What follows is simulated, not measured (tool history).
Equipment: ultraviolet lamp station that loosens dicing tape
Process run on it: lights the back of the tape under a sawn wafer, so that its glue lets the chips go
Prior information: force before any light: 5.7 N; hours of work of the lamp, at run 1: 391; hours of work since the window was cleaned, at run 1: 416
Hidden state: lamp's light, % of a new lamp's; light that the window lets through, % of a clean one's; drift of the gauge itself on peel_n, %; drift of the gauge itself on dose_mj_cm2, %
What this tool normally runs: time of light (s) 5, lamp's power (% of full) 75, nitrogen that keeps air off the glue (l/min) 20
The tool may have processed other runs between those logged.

run	hour	time of light (s)	lamp's power (% of full)	nitrogen that keeps air off the glue (l/min)	hours of work of the lamp	hours of work since the window was cleaned	force that peels the tape off (N)	light that reached the tape (mJ/cm2)
1	0.0	5	75	20	391	416	0.274	288
2	14.6	5	75	20	398	423	0.273	291
3	47.1	5	75	20	413	439	0.266	288
4	63.7	5	75	20	421	447	0.263	286
# hour 81.5: window cleaned of glue's vapour
5	95.0	5	75	20	436	6	0.212	329
6	110.6	5	76	20	443	14	0.207	325
7	136.9	5	76	20	456	26	0.216	322
8	153.1	5	76	20	463	34	0.216	325
9	170.4	3	75	20	471	42	0.673	190
10	197.0	3	75	20	484	55	0.652	188
11	219.6	3	75	20	495	66	0.662	190
12	236.2	3	75	20	503	73	0.697	187
13	256.9	5	75	20	512	83	0.229	316
14	273.1	3	75	20	520	91	0.694	189
15	295.6	3	75	20	531	102	0.715	188
16	310.6	7	87	30	538	109	0.100	499
17	331.6	7	63	11	548	119	0.255	362
18	352.8	6	63	22	558	129	0.223	306
19	368.0	5	95	36	565	136	0.125	388
20	393.5	5	95	36	577	148	0.128	384
21	422.2	3	79	20	591	162	0.704	189
22	444.4	3	79	20	601	172	0.680	186
23	469.0	2	86	20	613	184	1.181	135
24	482.7	2	86	20	620	190	1.212	135
25	511.6	2	86	20	633	204	1.195	133
26	537.3	6	63	20	645	216	0.262	294
27	559.7	4	61	14	656	227	0.876	185
28	575.5	3	80	27	664	234	0.614	183
29	607.3	4	89	8	679	249	0.615	270

Below are 5 alternative next runs, each starting from the tool's condition after run 29. Predict each:
A	636.7	5	94	40	693	263	?	?
B	636.7	6	66	7	693	263	?	?
C	636.7	7	75	20	693	263	?	?
D	636.7	3	76	20	693	263	?	?
E	636.7	5	89	14	693	263	?	?

run	force that peels the tape off (N)	light that reached the tape (mJ/cm2)
A	0.157	360
B	0.545	297
C	0.156	395
D	0.834	175
E	0.258	335
With the hidden condition removed and each run's random variation left untouched, the same runs would have given:
run	force that peels the tape off (N)	light that reached the tape (mJ/cm2)
A	0.128	461
B	0.317	381
C	0.120	507
D	0.514	224
E	0.160	430

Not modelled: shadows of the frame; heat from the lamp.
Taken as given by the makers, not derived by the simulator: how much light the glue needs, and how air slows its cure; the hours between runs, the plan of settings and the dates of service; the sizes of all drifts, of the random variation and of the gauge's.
